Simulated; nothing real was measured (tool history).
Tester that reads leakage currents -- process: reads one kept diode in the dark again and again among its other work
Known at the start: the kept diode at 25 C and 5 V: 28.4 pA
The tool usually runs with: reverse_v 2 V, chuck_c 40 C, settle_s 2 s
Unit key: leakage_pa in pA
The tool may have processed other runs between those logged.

run,hour,reverse_v,chuck_c,settle_s,leakage_pa
1,0,2,40,2,61.57
2,62,2,40,2,61.52
3,116.7,2,40,2,61.74
4,172.5,2,40,2.59,61.72
5,230.2,1.36,40,2,50.9
6,284.4,1.36,40,2,51.28
7,324.7,1.36,40,2,51.31
8,372.3,1.36,22,2,11.87
9,425,1.36,22,2,11.77
10,462.6,2.48,40,2,68.71
11,494.2,2,40,2,61.52
12,549,2,40,3.08,61.59
13,607.3,2,40,3.08,61.82
14,654.9,2,40,3.08,61.37
15,710.2,2,40,2,61.53
16,767.1,2,40,0.43,61.96
17,797,2,40,2,61.67
18,858,2,40,2,62.04
19,889.6,2,40,2,61.42
20,930.5,2,40,2,61.64
21,993.9,1.02,55,1.99,134.12
22,1023.9,1.02,55,1.99,133.99
23,1061.1,2.46,34,1.99,42.29
24,1121.4,2.46,34,1.99,42.62
25,1176.4,2.24,30,5.73,29.5
26,1214.7,16.58,34,1.04,107.98
27,1259.4,1.29,21,5.44,10.55
28,1309.7,8.99,56,1.31,411.3
29,1358,8.99,56,1.31,409.84
30,1412,1.71,40,0.8,57.65
31,1440.5,10.09,42,2,156.72
32,1493.1,2.72,40,4.09,71.22
33,1530.2,2,25,2,18.36
34,1581.4,2.22,32,2.75,34.49
35,1608,2.22,32,2.75,34.59
36,1662.5,2.22,32,2.75,34.36
37,1719.5,2.22,31,2.75,31.91
38,1770,12.07,40,5.07,147.17
39,1803.6,2.35,43,0.37,83.95

The log once held 1 entry between its listed runs, left out of this copy. Where does each go, and what is different about the tool's unlogged condition between the listed run before it and the listed run after it?
Run 35 -> run 36: chuck's temperature calibrated (hour 1623.2)
  true chuck temperature over the reading, C: 0.01 -> 0
  measured less the result without the state, leakage_pa: +0.04 -> +0.02 pA
